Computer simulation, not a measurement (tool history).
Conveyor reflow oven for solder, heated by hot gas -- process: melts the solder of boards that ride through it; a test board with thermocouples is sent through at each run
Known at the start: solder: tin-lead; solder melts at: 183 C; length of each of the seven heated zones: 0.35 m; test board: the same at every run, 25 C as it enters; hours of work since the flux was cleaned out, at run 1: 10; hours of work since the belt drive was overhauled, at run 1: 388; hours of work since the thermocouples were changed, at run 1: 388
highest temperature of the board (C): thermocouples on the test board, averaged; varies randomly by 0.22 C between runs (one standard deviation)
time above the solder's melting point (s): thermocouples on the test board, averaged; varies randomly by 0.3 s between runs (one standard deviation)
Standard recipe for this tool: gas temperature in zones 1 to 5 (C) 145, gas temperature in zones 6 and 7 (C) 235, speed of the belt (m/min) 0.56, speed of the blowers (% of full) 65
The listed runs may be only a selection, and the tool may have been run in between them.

run	hour	gas temperature in zones 1 to 5 (C)	gas temperature in zones 6 and 7 (C)	speed of the belt (m/min)	speed of the blowers (% of full)	hours of work since the flux was cleaned out	hours of work since the belt drive was overhauled	hours of work since the thermocouples were changed	highest temperature of the board (C)	time above the solder's melting point (s)
1	0	145	235	0.56	65	10	388	388	222	62.7
2	95	145	235	0.56	65	58	436	436	221.3	62.6
3	159.1	145	235	0.56	65	91	469	469	222	62.2
4	218.4	145	235	0.56	65	121	499	499	221.8	62.6
5	287	145	235	0.56	65	156	534	534	221.4	62.2
6	346.2	139	235	0.56	65	186	564	564	220	58.8
7	416.2	139	235	0.56	65	222	600	600	219.7	59.1
# hour 435.5: flux residue cleaned out of gas plates and filters
8	509.6	139	235	0.56	65	38	645	645	220.9	59.8
9	554.6	139	235	0.56	65	61	668	668	221	59.9
10	618.2	145	235	0.56	65	93	700	700	222	62.7
11	663.5	145	235	0.56	65	116	723	723	221.4	62.6
12	718	145	235	0.56	65	144	751	751	221.2	62.7
13	760.8	145	235	0.56	76	166	773	773	224.1	64.8
14	857.9	145	235	0.56	76	215	822	822	224.3	65.3
# hour 890.9: flux residue cleaned out of gas plates and filters
15	908.7	141	235	0.56	65	9	846	846	222.1	61.7
16	950.7	145	234	0.56	60	30	867	867	219.9	62.2
17	1016.6	145	234	0.56	60	64	900	900	220	61.5
18	1059.4	145	234	0.56	60	86	922	922	219.6	61
19	1119.6	145	234	0.513	60	116	953	953	222.3	69.6
20	1185.1	145	224	0.513	62	150	986	986	213.7	62.6
21	1263.7	145	224	0.64	62	190	1026	1026	207.9	44

Run 22, settings as shown, results not yet in. Your forecast:
# hour 1272.9: belt drive overhauled, speed set with a stopwatch
# hour 1345: flux residue cleaned out of gas plates and filters
22	1345	160	243	0.538	71	0	34	1063	?	?

{"run 22": {"highest temperature of the board (C)": 235.1, "time above the solder's melting point (s)": 79.9}}
On a tool with no hidden condition, and with the same random variation, this run would have come out at highest temperature of the board (C) 232.6, time above the solder's melting point (s) 76.3.
